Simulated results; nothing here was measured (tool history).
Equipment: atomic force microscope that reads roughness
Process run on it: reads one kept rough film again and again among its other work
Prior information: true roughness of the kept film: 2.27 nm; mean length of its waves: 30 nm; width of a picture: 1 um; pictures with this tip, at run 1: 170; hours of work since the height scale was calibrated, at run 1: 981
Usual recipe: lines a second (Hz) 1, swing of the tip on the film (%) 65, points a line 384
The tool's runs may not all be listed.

run     day  lines a second (Hz)  swing of the tip on the film (%)  points a line  pictures with this tip  hours of work since the height scale was calibrated  roughness of the kept film (nm (root mean square))
  1       0                    1                                65            384                     170                                                  981                                               1.926
  2   2.692                    1                                77            384                     237                                                 1015                                               1.816
  3   5.346                    1                                65            384                     303                                                 1048                                               1.874
      8.054  -- new tip fitted
  4    8.65                    1                                65            384                      15                                                 1089                                               2.011
  5  10.154                    1                                65            384                      53                                                 1108                                               2.006
  6  11.633                    1                                65            384                      90                                                 1126                                                1.99
  7  13.304                    1                                65            384                     131                                                 1147                                               1.934
  8  14.796                 2.12                                65            384                     169                                                 1166                                               1.837
  9  17.971                 1.74                                65            384                     248                                                 1205                                                1.83
 10  20.717                 1.74                                65            384                     316                                                 1240                                               1.798
 11  22.483                 1.74                                65            384                     361                                                 1262                                               1.771
     22.958  -- new tip fitted
 12  25.267                 1.74                                65            384                      58                                                 1296                                               1.923
 13  26.875                    1                                86            384                      98                                                 1316                                               1.787
 14    28.4                    1                                89            963                     136                                                 1335                                               1.758
 15  30.467                    1                                89            963                     187                                                 1361                                               1.723
 16  32.804                 3.23                                88            572                     246                                                 1390                                               1.297
 17  34.296                    1                                65            743                     283                                                 1409                                                1.89
 18  36.846                    1                                65            743                     347                                                 1440                                               1.859
     38.017  -- new tip fitted
 19  40.075                 0.73                                56            699                      52                                                 1480                                               2.054
 20  42.788                 1.38                                61            384                     119                                                 1514                                               1.942
 21  44.633                 1.38                                61            384                     166                                                 1537                                               1.915
 22   47.95                 3.08                                82            384                     248                                                 1579                                               1.428
 23  49.496                 3.08                                82            384                     287                                                 1598                                               1.416

Branching from run 23: 4 alternative next runs. What would each branch give?
  A  51.446                 3.08                                57            384                     336                                                 1622                                                   ?
  B  51.446                 3.08                                57            420                     336                                                 1622                                                   ?
  C  51.446                 2.95                                64            856                     336                                                 1622                                                   ?
  D  51.446                 0.67                                58            294                     336                                                 1622                                                   ?

run  roughness of the kept film (nm (root mean square))
  A                                               1.784
  B                                               1.791
  C                                               1.709
  D                                               1.879
Without the tool's unlogged condition, the same runs would have read:
run  roughness of the kept film (nm (root mean square))
  A                                                1.98
  B                                               1.988
  C                                               1.898
  D                                               2.087
